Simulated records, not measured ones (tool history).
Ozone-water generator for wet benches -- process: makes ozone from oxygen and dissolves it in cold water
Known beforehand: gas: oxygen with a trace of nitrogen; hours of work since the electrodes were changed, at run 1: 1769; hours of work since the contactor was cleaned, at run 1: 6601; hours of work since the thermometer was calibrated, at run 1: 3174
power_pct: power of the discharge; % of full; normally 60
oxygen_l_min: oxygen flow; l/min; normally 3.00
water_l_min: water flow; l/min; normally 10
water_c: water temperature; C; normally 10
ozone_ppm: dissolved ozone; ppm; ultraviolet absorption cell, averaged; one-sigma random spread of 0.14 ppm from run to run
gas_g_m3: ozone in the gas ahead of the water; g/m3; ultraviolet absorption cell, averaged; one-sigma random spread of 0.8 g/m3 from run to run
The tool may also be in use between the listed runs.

run     day  power_pct  oxygen_l_min  water_l_min  water_c  hours of work since the electrodes were changed  hours of work since the contactor was cleaned  hours of work since the thermometer was calibrated  ozone_ppm  gas_g_m3
  1   0.000         60          3.00           10       10                                             1769                                           6601                                                3174       17.9     154.5
  2   2.279         60          3.00           10       10                                             1806                                           6639                                                3212       17.5     156.4
  3   3.983         60          3.00           13       10                                             1835                                           6667                                                3241       13.7     155.4
  4   6.612         60          3.00           10       10                                             1879                                           6711                                                3284       17.7     156.0
  5   8.483         80          3.00           10       10                                             1910                                           6742                                                3315       21.5     188.4
  6  12.108         80          3.00           10       10                                             1970                                           6802                                                3376       21.3     189.3
  7  15.458         60          3.00           10       10                                             2026                                           6858                                                3431       17.7     155.0
  8  17.217         60          3.00           10       10                                             2055                                           6887                                                3461       17.5     156.0
  9  20.296         60          3.00           10       10                                             2106                                           6939                                                3512       17.9     156.3
 10  22.750         60          3.00           10       10                                             2147                                           6979                                                3553       17.5     153.8
 11  25.062         68          3.00           10       10                                             2185                                           7018                                                3591       18.9     170.0
 12  27.375         60          1.58           10       10                                             2224                                           7056                                                3630       16.8     228.1
 13  30.500         60          2.42            7        6                                             2276                                           7108                                                3681       25.3     176.3
 14  34.096         46          3.00           10       10                                             2335                                           7168                                                3741       14.5     129.0
 15  36.492         46          3.00           10       10                                             2375                                           7208                                                3781       14.5     128.0
 16  40.229         40          3.00           10       10                                             2437                                           7270                                                3843       13.2     116.6
 17  43.646         40          3.00           14        6                                             2494                                           7327                                                3900        9.8     117.0
 18  45.496         94          3.00            7       17                                             2525                                           7357                                                3931       28.7     209.1
 19  47.758         44          3.12            9       12                                             2563                                           7395                                                3968       15.0     122.3
 20  50.983         60          1.61            7        6                                             2616                                           7449                                                4022       25.1     225.7
 21  53.783         40          3.00           10       10                                             2663                                           7495                                                4069       13.1     116.6

Below are 4 alternative next runs, each starting from the tool's condition after run 21. Predict each:
  A  55.892         86          4.53           10       10                                             2698                                           7530                                                4104          ?         ?
  B  55.892         40          3.00           10       11                                             2698                                           7530                                                4104          ?         ?
  C  55.892         60          3.00           14       10                                             2698                                           7530                                                4104          ?         ?
  D  55.892         94          3.00           10       10                                             2698                                           7530                                                4104          ?         ?

run  ozone_ppm  gas_g_m3
  A       21.5     154.9
  B       13.0     117.0
  C       12.3     156.2
  D       23.4     209.1
What these runs would have given with no unlogged condition in the tool:
run  ozone_ppm  gas_g_m3
  A       24.6     161.2
  B       14.6     119.5
  C       14.1     161.1
  D       26.8     218.0

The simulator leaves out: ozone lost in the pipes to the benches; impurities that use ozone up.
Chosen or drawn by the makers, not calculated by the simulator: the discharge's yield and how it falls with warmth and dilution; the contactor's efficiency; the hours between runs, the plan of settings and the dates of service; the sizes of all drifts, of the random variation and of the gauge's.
